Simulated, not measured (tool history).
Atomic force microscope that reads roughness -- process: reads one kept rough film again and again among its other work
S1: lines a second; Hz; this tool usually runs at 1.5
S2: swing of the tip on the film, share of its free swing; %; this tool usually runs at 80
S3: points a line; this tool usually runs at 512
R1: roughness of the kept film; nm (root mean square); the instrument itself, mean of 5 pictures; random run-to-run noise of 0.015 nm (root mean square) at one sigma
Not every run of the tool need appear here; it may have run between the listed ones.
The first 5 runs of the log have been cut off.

run   hour    S1  S2   S3     R1
  6   97.9   1.5  80  512  3.601
  7  114.9   1.5  80  512  3.564
     142.6  -- new tip fitted
  8  142.6   1.5  80  512  3.577
  9  157.7   1.5  80  512  3.591
 10  173.6   1.5  80  512  3.604
 11  186.9   1.5  64  512  3.863
 12  201.7   1.5  64  512  3.865
 13  225.4   1.5  64  512  3.865
       236  -- new tip fitted
 14  249.9   1.5  64  512  3.846
 15  271.3   1.5  80  512  3.574
 16  298.8   1.5  80  512   3.56
 17  312.3   1.5  80  512  3.584
     329.6  -- new tip fitted
 18  332.1   0.9  83  551  3.737
 19  352.9   0.9  83  551   3.71
 20    375   1.5  80  699  3.574
 21  392.3  1.85  80  699  3.491
 22  414.3  1.85  80  699  3.477
     423.8  -- new tip fitted
 23  440.6  0.87  66  699  3.937
 24  466.6   3.2  88  735  2.866
 25  478.4  3.44  80  774  3.114
 26  491.6  1.17  80  512  3.654

Predict the results of run 27:
 27  506.5   1  79  512   ?

R1: 3.733 nm (root mean square)
With the hidden condition absent and the run-to-run variation left alone, this run would have shown R1 3.744 nm (root mean square).
